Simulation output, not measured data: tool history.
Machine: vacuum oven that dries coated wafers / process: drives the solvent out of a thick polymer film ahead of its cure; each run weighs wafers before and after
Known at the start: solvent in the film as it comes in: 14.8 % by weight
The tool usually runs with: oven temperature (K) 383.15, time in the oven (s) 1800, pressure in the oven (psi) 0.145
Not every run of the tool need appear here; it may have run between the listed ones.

run 1 hour=0.0 | oven_temperature_(K)=383.15 time_in_the_oven_(s)=1800 pressure_in_the_oven_(psi)=0.145 | solvent_left_in_the_film_(%)=1.43
run 2 hour=46.9 | oven_temperature_(K)=391.15 time_in_the_oven_(s)=1800 pressure_in_the_oven_(psi)=0.145 | solvent_left_in_the_film_(%)=0.89
run 3 hour=117.2 | oven_temperature_(K)=383.15 time_in_the_oven_(s)=1380 pressure_in_the_oven_(psi)=0.145 | solvent_left_in_the_film_(%)=2.04
run 4 hour=180.5 | oven_temperature_(K)=383.15 time_in_the_oven_(s)=1380 pressure_in_the_oven_(psi)=0.145 | solvent_left_in_the_film_(%)=2.07
run 5 hour=241.2 | oven_temperature_(K)=383.15 time_in_the_oven_(s)=1800 pressure_in_the_oven_(psi)=0.145 | solvent_left_in_the_film_(%)=1.51
run 6 hour=294.6 | oven_temperature_(K)=383.15 time_in_the_oven_(s)=1800 pressure_in_the_oven_(psi)=0.145 | solvent_left_in_the_film_(%)=1.46
run 7 hour=348.3 | oven_temperature_(K)=383.15 time_in_the_oven_(s)=1800 pressure_in_the_oven_(psi)=0.145 | solvent_left_in_the_film_(%)=1.43
run 8 hour=390.0 | oven_temperature_(K)=383.15 time_in_the_oven_(s)=1140 pressure_in_the_oven_(psi)=0.145 | solvent_left_in_the_film_(%)=2.75
run 9 hour=442.4 | oven_temperature_(K)=383.15 time_in_the_oven_(s)=1800 pressure_in_the_oven_(psi)=0.157 | solvent_left_in_the_film_(%)=1.56
run 10 hour=503.5 | oven_temperature_(K)=383.15 time_in_the_oven_(s)=1800 pressure_in_the_oven_(psi)=0.157 | solvent_left_in_the_film_(%)=1.61
run 11 hour=580.7 | oven_temperature_(K)=383.15 time_in_the_oven_(s)=1800 pressure_in_the_oven_(psi)=0.145 | solvent_left_in_the_film_(%)=1.52
-- hour=590.9 oven's thermocouples calibrated
run 12 hour=623.7 | oven_temperature_(K)=383.15 time_in_the_oven_(s)=1800 pressure_in_the_oven_(psi)=0.145 | solvent_left_in_the_film_(%)=1.26
run 13 hour=667.2 | oven_temperature_(K)=383.15 time_in_the_oven_(s)=1800 pressure_in_the_oven_(psi)=0.145 | solvent_left_in_the_film_(%)=1.33
run 14 hour=720.1 | oven_temperature_(K)=383.15 time_in_the_oven_(s)=1800 pressure_in_the_oven_(psi)=0.145 | solvent_left_in_the_film_(%)=1.28
run 15 hour=770.3 | oven_temperature_(K)=383.15 time_in_the_oven_(s)=1800 pressure_in_the_oven_(psi)=0.145 | solvent_left_in_the_film_(%)=1.34
run 16 hour=808.5 | oven_temperature_(K)=370.15 time_in_the_oven_(s)=1800 pressure_in_the_oven_(psi)=0.145 | solvent_left_in_the_film_(%)=3.08
run 17 hour=867.8 | oven_temperature_(K)=370.15 time_in_the_oven_(s)=1800 pressure_in_the_oven_(psi)=0.145 | solvent_left_in_the_film_(%)=3.14
run 18 hour=922.6 | oven_temperature_(K)=379.15 time_in_the_oven_(s)=1800 pressure_in_the_oven_(psi)=0.145 | solvent_left_in_the_film_(%)=1.75
run 19 hour=967.6 | oven_temperature_(K)=379.15 time_in_the_oven_(s)=1800 pressure_in_the_oven_(psi)=0.145 | solvent_left_in_the_film_(%)=1.78
-- hour=973.9 vacuum gauge cleaned of residue and calibrated
run 20 hour=1012.8 | oven_temperature_(K)=379.15 time_in_the_oven_(s)=1800 pressure_in_the_oven_(psi)=0.145 | solvent_left_in_the_film_(%)=1.83
run 21 hour=1076.3 | oven_temperature_(K)=383.15 time_in_the_oven_(s)=1800 pressure_in_the_oven_(psi)=0.145 | solvent_left_in_the_film_(%)=1.39
run 22 hour=1135.6 | oven_temperature_(K)=383.15 time_in_the_oven_(s)=1800 pressure_in_the_oven_(psi)=0.247 | solvent_left_in_the_film_(%)=1.89
-- hour=1191.7 vacuum gauge cleaned of residue and calibrated, once more
run 23 hour=1211.9 | oven_temperature_(K)=383.15 time_in_the_oven_(s)=1800 pressure_in_the_oven_(psi)=0.145 | solvent_left_in_the_film_(%)=1.23
run 24 hour=1278.9 | oven_temperature_(K)=383.15 time_in_the_oven_(s)=1800 pressure_in_the_oven_(psi)=0.099 | solvent_left_in_the_film_(%)=1.05
run 25 hour=1315.6 | oven_temperature_(K)=383.15 time_in_the_oven_(s)=1800 pressure_in_the_oven_(psi)=0.194 | solvent_left_in_the_film_(%)=1.39
run 26 hour=1357.7 | oven_temperature_(K)=390.15 time_in_the_oven_(s)=1800 pressure_in_the_oven_(psi)=0.409 | solvent_left_in_the_film_(%)=1.69
run 27 hour=1419.3 | oven_temperature_(K)=390.15 time_in_the_oven_(s)=1800 pressure_in_the_oven_(psi)=0.409 | solvent_left_in_the_film_(%)=1.70
run 28 hour=1474.6 | oven_temperature_(K)=378.15 time_in_the_oven_(s)=1800 pressure_in_the_oven_(psi)=0.409 | solvent_left_in_the_film_(%)=3.04
run 29 hour=1546.4 | oven_temperature_(K)=378.15 time_in_the_oven_(s)=1800 pressure_in_the_oven_(psi)=0.409 | solvent_left_in_the_film_(%)=3.24
run 30 hour=1604.0 | oven_temperature_(K)=378.15 time_in_the_oven_(s)=1800 pressure_in_the_oven_(psi)=0.409 | solvent_left_in_the_film_(%)=3.19
run 31 hour=1650.2 | oven_temperature_(K)=383.15 time_in_the_oven_(s)=1860 pressure_in_the_oven_(psi)=0.122 | solvent_left_in_the_film_(%)=1.10
run 32 hour=1719.0 | oven_temperature_(K)=389.15 time_in_the_oven_(s)=2700 pressure_in_the_oven_(psi)=0.145 | solvent_left_in_the_film_(%)=0.62
run 33 hour=1785.7 | oven_temperature_(K)=389.15 time_in_the_oven_(s)=2700 pressure_in_the_oven_(psi)=0.145 | solvent_left_in_the_film_(%)=0.63
run 34 hour=1831.9 | oven_temperature_(K)=393.15 time_in_the_oven_(s)=1620 pressure_in_the_oven_(psi)=0.325 | solvent_left_in_the_film_(%)=1.31
run 35 hour=1918.9 | oven_temperature_(K)=384.15 time_in_the_oven_(s)=1800 pressure_in_the_oven_(psi)=0.145 | solvent_left_in_the_film_(%)=1.22
run 36 hour=2008.3 | oven_temperature_(K)=373.15 time_in_the_oven_(s)=1800 pressure_in_the_oven_(psi)=0.273 | solvent_left_in_the_film_(%)=3.39
run 37 hour=2063.8 | oven_temperature_(K)=383.15 time_in_the_oven_(s)=1800 pressure_in_the_oven_(psi)=0.145 | solvent_left_in_the_film_(%)=1.40
run 38 hour=2128.5 | oven_temperature_(K)=377.15 time_in_the_oven_(s)=1800 pressure_in_the_oven_(psi)=0.086 | solvent_left_in_the_film_(%)=1.72
run 39 hour=2195.0 | oven_temperature_(K)=393.15 time_in_the_oven_(s)=1860 pressure_in_the_oven_(psi)=0.283 | solvent_left_in_the_film_(%)=1.12
run 40 hour=2263.1 | oven_temperature_(K)=393.15 time_in_the_oven_(s)=1860 pressure_in_the_oven_(psi)=0.283 | solvent_left_in_the_film_(%)=1.12
run 41 hour=2347.7 | oven_temperature_(K)=393.15 time_in_the_oven_(s)=2400 pressure_in_the_oven_(psi)=0.283 | solvent_left_in_the_film_(%)=0.99
run 42 hour=2408.2 | oven_temperature_(K)=385.15 time_in_the_oven_(s)=1800 pressure_in_the_oven_(psi)=0.080 | solvent_left_in_the_film_(%)=0.95
run 43 hour=2483.3 | oven_temperature_(K)=384.15 time_in_the_oven_(s)=1800 pressure_in_the_oven_(psi)=0.107 | solvent_left_in_the_film_(%)=1.06
run 44 hour=2544.9 | oven_temperature_(K)=384.15 time_in_the_oven_(s)=1800 pressure_in_the_oven_(psi)=0.107 | solvent_left_in_the_film_(%)=1.08
run 45 hour=2608.6 | oven_temperature_(K)=369.15 time_in_the_oven_(s)=1620 pressure_in_the_oven_(psi)=0.083 | solvent_left_in_the_film_(%)=3.53
run 46 hour=2659.4 | oven_temperature_(K)=369.15 time_in_the_oven_(s)=1620 pressure_in_the_oven_(psi)=0.083 | solvent_left_in_the_film_(%)=3.58
run 47 hour=2743.1 | oven_temperature_(K)=369.15 time_in_the_oven_(s)=1620 pressure_in_the_oven_(psi)=0.083 | solvent_left_in_the_film_(%)=3.64

Forecast each of these 3 alternatives for the next run:
run A hour=2786.5 | oven_temperature_(K)=390.15 time_in_the_oven_(s)=1500 pressure_in_the_oven_(psi)=0.145 | solvent_left_in_the_film_(%)=?
run B hour=2786.5 | oven_temperature_(K)=383.15 time_in_the_oven_(s)=1800 pressure_in_the_oven_(psi)=0.078 | solvent_left_in_the_film_(%)=?
run C hour=2786.5 | oven_temperature_(K)=385.15 time_in_the_oven_(s)=1620 pressure_in_the_oven_(psi)=0.083 | solvent_left_in_the_film_(%)=?

run=A solvent_left_in_the_film_(%)=1.09
run=B solvent_left_in_the_film_(%)=1.15
run=C solvent_left_in_the_film_(%)=1.13
The same runs, with their run-to-run variation unchanged, on a tool lacking any hidden condition would have given:
run=A solvent_left_in_the_film_(%)=0.82
run=B solvent_left_in_the_film_(%)=0.83
run=C solvent_left_in_the_film_(%)=0.82
